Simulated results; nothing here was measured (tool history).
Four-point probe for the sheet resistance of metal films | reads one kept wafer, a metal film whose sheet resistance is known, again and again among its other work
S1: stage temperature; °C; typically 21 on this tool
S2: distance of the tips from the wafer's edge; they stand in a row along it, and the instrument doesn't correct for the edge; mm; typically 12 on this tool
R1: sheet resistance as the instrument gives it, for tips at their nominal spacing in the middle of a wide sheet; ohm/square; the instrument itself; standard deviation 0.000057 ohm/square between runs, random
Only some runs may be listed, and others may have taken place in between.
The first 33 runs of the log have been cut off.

{"run": 34, "hour": 1761.7, "S1": 27, "S2": 61, "R1": 0.283724}
{"run": 35, "hour": 1834.3, "S1": 22, "S2": 21, "R1": 0.283461}
{"run": 36, "hour": 1909.4, "S1": 19, "S2": 55, "R1": 0.283209}
{"run": 37, "hour": 1977.0, "S1": 19, "S2": 32, "R1": 0.283121}
{"run": 38, "hour": 2011.3, "S1": 34, "S2": 11, "R1": 0.284588}
{"run": 39, "hour": 2062.5, "S1": 26, "S2": 17, "R1": 0.283857}
{"run": 40, "hour": 2125.6, "S1": 32, "S2": 19, "R1": 0.284213}
{"run": 41, "hour": 2163.2, "S1": 32, "S2": 19, "R1": 0.284189}

Predict each of these 3 candidate next runs independently; none follows another, all start after run 41:
{"run": "A", "hour": 2195.3, "S1": 22, "S2": 4, "R1": "?"}
{"run": "B", "hour": 2195.3, "S1": 25, "S2": 29, "R1": "?"}
{"run": "C", "hour": 2195.3, "S1": 22, "S2": 19, "R1": "?"}

run=A R1=0.285567
run=B R1=0.283704
run=C R1=0.283409
The same runs, with their run-to-run variation unchanged, on a tool lacking any hidden condition would have given:
run=A R1=0.285381
run=B R1=0.283515
run=C R1=0.283223

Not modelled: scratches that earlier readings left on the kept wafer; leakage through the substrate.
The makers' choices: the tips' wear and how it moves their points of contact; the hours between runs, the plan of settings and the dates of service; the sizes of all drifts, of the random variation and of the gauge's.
